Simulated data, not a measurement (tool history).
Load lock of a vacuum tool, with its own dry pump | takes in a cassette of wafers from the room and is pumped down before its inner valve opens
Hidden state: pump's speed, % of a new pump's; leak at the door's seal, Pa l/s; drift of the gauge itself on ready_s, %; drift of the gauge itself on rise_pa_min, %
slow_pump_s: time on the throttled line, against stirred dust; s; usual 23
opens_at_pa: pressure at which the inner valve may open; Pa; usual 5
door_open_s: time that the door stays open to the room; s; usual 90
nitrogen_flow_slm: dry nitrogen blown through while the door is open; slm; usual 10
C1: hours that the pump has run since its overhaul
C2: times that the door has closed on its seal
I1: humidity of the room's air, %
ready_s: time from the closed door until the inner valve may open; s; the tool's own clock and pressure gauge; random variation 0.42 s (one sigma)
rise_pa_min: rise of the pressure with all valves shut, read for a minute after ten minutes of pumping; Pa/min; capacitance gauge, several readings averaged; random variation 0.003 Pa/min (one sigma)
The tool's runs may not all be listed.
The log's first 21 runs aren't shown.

{"run": 22, "hour": 3558.2, "slow_pump_s": 44, "opens_at_pa": 4, "door_open_s": 208, "nitrogen_flow_slm": 9, "C1": 8486, "C2": 9886, "I1": 44.6, "ready_s": 66.8, "rise_pa_min": 0.17}
{"run": 23, "hour": 3727.7, "slow_pump_s": 17, "opens_at_pa": 5, "door_open_s": 53, "nitrogen_flow_slm": 36, "C1": 8656, "C2": 10444, "I1": 43.4, "ready_s": 47.2, "rise_pa_min": 0.144}
{"run": 24, "hour": 3948.1, "slow_pump_s": 17, "opens_at_pa": 5, "door_open_s": 53, "nitrogen_flow_slm": 36, "C1": 8876, "C2": 11170, "I1": 47.8, "ready_s": 47.8, "rise_pa_min": 0.161}
{"run": 25, "hour": 4103.5, "slow_pump_s": 23, "opens_at_pa": 5, "door_open_s": 48, "nitrogen_flow_slm": 10, "C1": 9031, "C2": 11681, "I1": 46.7, "ready_s": 52.8, "rise_pa_min": 0.175}
{"run": 26, "hour": 4255.0, "slow_pump_s": 23, "opens_at_pa": 5, "door_open_s": 48, "nitrogen_flow_slm": 10, "C1": 9183, "C2": 12180, "I1": 43.6, "ready_s": 51.5, "rise_pa_min": 0.178}
{"run": 27, "hour": 4457.1, "slow_pump_s": 23, "opens_at_pa": 5, "door_open_s": 48, "nitrogen_flow_slm": 10, "C1": 9385, "C2": 12845, "I1": 40.8, "ready_s": 51.8, "rise_pa_min": 0.203}
{"run": 28, "hour": 4620.5, "slow_pump_s": 23, "opens_at_pa": 5, "door_open_s": 48, "nitrogen_flow_slm": 10, "C1": 9548, "C2": 13382, "I1": 38.4, "ready_s": 52.0, "rise_pa_min": 0.205}
{"run": 29, "hour": 4759.0, "slow_pump_s": 17, "opens_at_pa": 4, "door_open_s": 44, "nitrogen_flow_slm": 21, "C1": 9687, "C2": 13838, "I1": 42.7, "ready_s": 49.6, "rise_pa_min": 0.222}
{"run": 30, "hour": 4914.8, "slow_pump_s": 21, "opens_at_pa": 8, "door_open_s": 34, "nitrogen_flow_slm": 21, "C1": 9843, "C2": 14351, "I1": 45.5, "ready_s": 49.0, "rise_pa_min": 0.238}

Forecast each of these 5 alternatives for the next run:
{"run": "A", "hour": 5071.5, "slow_pump_s": 21, "opens_at_pa": 5, "door_open_s": 129, "nitrogen_flow_slm": 31, "C1": 9999, "C2": 14867, "I1": 47.0, "ready_s": "?", "rise_pa_min": "?"}
{"run": "B", "hour": 5071.5, "slow_pump_s": 30, "opens_at_pa": 5, "door_open_s": 39, "nitrogen_flow_slm": 10, "C1": 9999, "C2": 14867, "I1": 42.4, "ready_s": "?", "rise_pa_min": "?"}
{"run": "C", "hour": 5071.5, "slow_pump_s": 21, "opens_at_pa": 5, "door_open_s": 42, "nitrogen_flow_slm": 21, "C1": 9999, "C2": 14867, "I1": 42.3, "ready_s": "?", "rise_pa_min": "?"}
{"run": "D", "hour": 5071.5, "slow_pump_s": 25, "opens_at_pa": 8, "door_open_s": 34, "nitrogen_flow_slm": 21, "C1": 9999, "C2": 14867, "I1": 43.2, "ready_s": "?", "rise_pa_min": "?"}
{"run": "E", "hour": 5071.5, "slow_pump_s": 21, "opens_at_pa": 8, "door_open_s": 77, "nitrogen_flow_slm": 6, "C1": 9999, "C2": 14867, "I1": 42.8, "ready_s": "?", "rise_pa_min": "?"}

run=A ready_s=51.3 rise_pa_min=0.250
run=B ready_s=56.7 rise_pa_min=0.241
run=C ready_s=50.5 rise_pa_min=0.243
run=D ready_s=51.2 rise_pa_min=0.235
run=E ready_s=49.8 rise_pa_min=0.256
Without the tool's hidden state the same runs would have given:
run=A ready_s=48.4 rise_pa_min=0.026
run=B ready_s=54.1 rise_pa_min=0.017
run=C ready_s=47.6 rise_pa_min=0.016
run=D ready_s=48.6 rise_pa_min=0.017
run=E ready_s=46.9 rise_pa_min=0.036
